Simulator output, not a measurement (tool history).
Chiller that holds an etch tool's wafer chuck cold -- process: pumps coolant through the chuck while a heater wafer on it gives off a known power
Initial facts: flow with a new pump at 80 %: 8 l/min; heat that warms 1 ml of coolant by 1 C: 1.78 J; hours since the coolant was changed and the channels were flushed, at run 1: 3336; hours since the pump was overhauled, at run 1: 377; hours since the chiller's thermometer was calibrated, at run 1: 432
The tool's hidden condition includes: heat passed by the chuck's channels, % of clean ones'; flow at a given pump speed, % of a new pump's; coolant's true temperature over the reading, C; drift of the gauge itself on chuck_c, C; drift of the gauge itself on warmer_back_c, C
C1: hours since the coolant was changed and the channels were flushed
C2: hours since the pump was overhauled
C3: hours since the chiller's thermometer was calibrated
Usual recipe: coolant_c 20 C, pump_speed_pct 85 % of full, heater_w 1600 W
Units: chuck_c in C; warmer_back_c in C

{"run": 1, "hour": 0.0, "coolant_c": 20, "pump_speed_pct": 85, "heater_w": 1600, "C1": 3336, "C2": 377, "C3": 432, "chuck_c": 34.6, "warmer_back_c": 6.4}
{"run": 2, "hour": 29.3, "coolant_c": 20, "pump_speed_pct": 85, "heater_w": 2383, "C1": 3365, "C2": 406, "C3": 461, "chuck_c": 41.6, "warmer_back_c": 9.5}
{"run": 3, "hour": 53.5, "coolant_c": 20, "pump_speed_pct": 85, "heater_w": 2383, "C1": 3390, "C2": 430, "C3": 486, "chuck_c": 41.3, "warmer_back_c": 9.48}
{"run": 4, "hour": 69.7, "coolant_c": 20, "pump_speed_pct": 85, "heater_w": 1141, "C1": 3406, "C2": 447, "C3": 502, "chuck_c": 30.3, "warmer_back_c": 4.57}
{"run": 5, "hour": 103.3, "coolant_c": 20, "pump_speed_pct": 85, "heater_w": 1141, "C1": 3440, "C2": 480, "C3": 535, "chuck_c": 30.3, "warmer_back_c": 4.57}
{"run": 6, "hour": 125.4, "coolant_c": 20, "pump_speed_pct": 85, "heater_w": 1532, "C1": 3462, "C2": 502, "C3": 558, "chuck_c": 33.8, "warmer_back_c": 6.13}
{"run": 7, "hour": 143.6, "coolant_c": 20, "pump_speed_pct": 85, "heater_w": 1532, "C1": 3480, "C2": 520, "C3": 576, "chuck_c": 33.8, "warmer_back_c": 6.15}
{"run": 8, "hour": 163.6, "coolant_c": 20, "pump_speed_pct": 85, "heater_w": 908, "C1": 3500, "C2": 541, "C3": 596, "chuck_c": 28.3, "warmer_back_c": 3.59}
{"run": 9, "hour": 195.0, "coolant_c": 20, "pump_speed_pct": 85, "heater_w": 908, "C1": 3531, "C2": 572, "C3": 627, "chuck_c": 28.3, "warmer_back_c": 3.64}
{"run": 10, "hour": 227.9, "coolant_c": 20, "pump_speed_pct": 85, "heater_w": 908, "C1": 3564, "C2": 605, "C3": 660, "chuck_c": 28.3, "warmer_back_c": 3.62}
{"run": 11, "hour": 249.0, "coolant_c": 20, "pump_speed_pct": 85, "heater_w": 1569, "C1": 3585, "C2": 626, "C3": 681, "chuck_c": 34.3, "warmer_back_c": 6.34}
{"run": 12, "hour": 267.8, "coolant_c": 16, "pump_speed_pct": 63, "heater_w": 1455, "C1": 3604, "C2": 645, "C3": 700, "chuck_c": 33.9, "warmer_back_c": 8.2}
{"run": 13, "hour": 292.3, "coolant_c": 28, "pump_speed_pct": 64, "heater_w": 1936, "C1": 3628, "C2": 669, "C3": 724, "chuck_c": 51.3, "warmer_back_c": 10.66}
{"run": 14, "hour": 324.6, "coolant_c": 20, "pump_speed_pct": 85, "heater_w": 1575, "C1": 3661, "C2": 702, "C3": 757, "chuck_c": 34.4, "warmer_back_c": 6.25}
{"run": 15, "hour": 348.1, "coolant_c": 20, "pump_speed_pct": 85, "heater_w": 1575, "C1": 3684, "C2": 725, "C3": 780, "chuck_c": 34.4, "warmer_back_c": 6.32}
{"run": 16, "hour": 374.3, "coolant_c": 12, "pump_speed_pct": 85, "heater_w": 1600, "C1": 3710, "C2": 751, "C3": 806, "chuck_c": 26.6, "warmer_back_c": 6.46}
{"run": 17, "hour": 391.7, "coolant_c": 25, "pump_speed_pct": 69, "heater_w": 1369, "C1": 3728, "C2": 769, "C3": 824, "chuck_c": 40.2, "warmer_back_c": 6.97}
{"run": 18, "hour": 412.3, "coolant_c": 25, "pump_speed_pct": 69, "heater_w": 1369, "C1": 3748, "C2": 789, "C3": 844, "chuck_c": 40.4, "warmer_back_c": 6.96}
{"run": 19, "hour": 427.1, "coolant_c": 10, "pump_speed_pct": 85, "heater_w": 837, "C1": 3763, "C2": 804, "C3": 859, "chuck_c": 17.8, "warmer_back_c": 3.41}
{"run": 20, "hour": 459.9, "coolant_c": 23, "pump_speed_pct": 93, "heater_w": 1473, "C1": 3796, "C2": 837, "C3": 892, "chuck_c": 35.5, "warmer_back_c": 5.3}
{"run": 21, "hour": 479.8, "coolant_c": 23, "pump_speed_pct": 62, "heater_w": 1473, "C1": 3816, "C2": 857, "C3": 912, "chuck_c": 41.5, "warmer_back_c": 8.48}

Each row is a separate what-if for the run after 21, all from the same tool condition, not one after another. Results?
{"run": "A", "hour": 508.2, "coolant_c": 18, "pump_speed_pct": 85, "heater_w": 1693, "C1": 3844, "C2": 885, "C3": 940, "chuck_c": "?", "warmer_back_c": "?"}
{"run": "B", "hour": 508.2, "coolant_c": 23, "pump_speed_pct": 76, "heater_w": 945, "C1": 3844, "C2": 885, "C3": 940, "chuck_c": "?", "warmer_back_c": "?"}
{"run": "C", "hour": 508.2, "coolant_c": 22, "pump_speed_pct": 70, "heater_w": 1266, "C1": 3844, "C2": 885, "C3": 940, "chuck_c": "?", "warmer_back_c": "?"}
{"run": "D", "hour": 508.2, "coolant_c": 16, "pump_speed_pct": 84, "heater_w": 889, "C1": 3844, "C2": 885, "C3": 940, "chuck_c": "?", "warmer_back_c": "?"}
{"run": "E", "hour": 508.2, "coolant_c": 10, "pump_speed_pct": 71, "heater_w": 1157, "C1": 3844, "C2": 885, "C3": 940, "chuck_c": "?", "warmer_back_c": "?"}

run=A chuck_c=33.4 warmer_back_c=6.88
run=B chuck_c=32.7 warmer_back_c=4.33
run=C chuck_c=36.1 warmer_back_c=6.35
run=D chuck_c=24.3 warmer_back_c=3.64
run=E chuck_c=22.8 warmer_back_c=5.70
Had the tool no hidden state, the same runs would have come out as:
run=A chuck_c=32.2 warmer_back_c=6.72
run=B chuck_c=31.9 warmer_back_c=4.23
run=C chuck_c=35.0 warmer_back_c=6.21
run=D chuck_c=23.7 warmer_back_c=3.56
run=E chuck_c=21.8 warmer_back_c=5.57

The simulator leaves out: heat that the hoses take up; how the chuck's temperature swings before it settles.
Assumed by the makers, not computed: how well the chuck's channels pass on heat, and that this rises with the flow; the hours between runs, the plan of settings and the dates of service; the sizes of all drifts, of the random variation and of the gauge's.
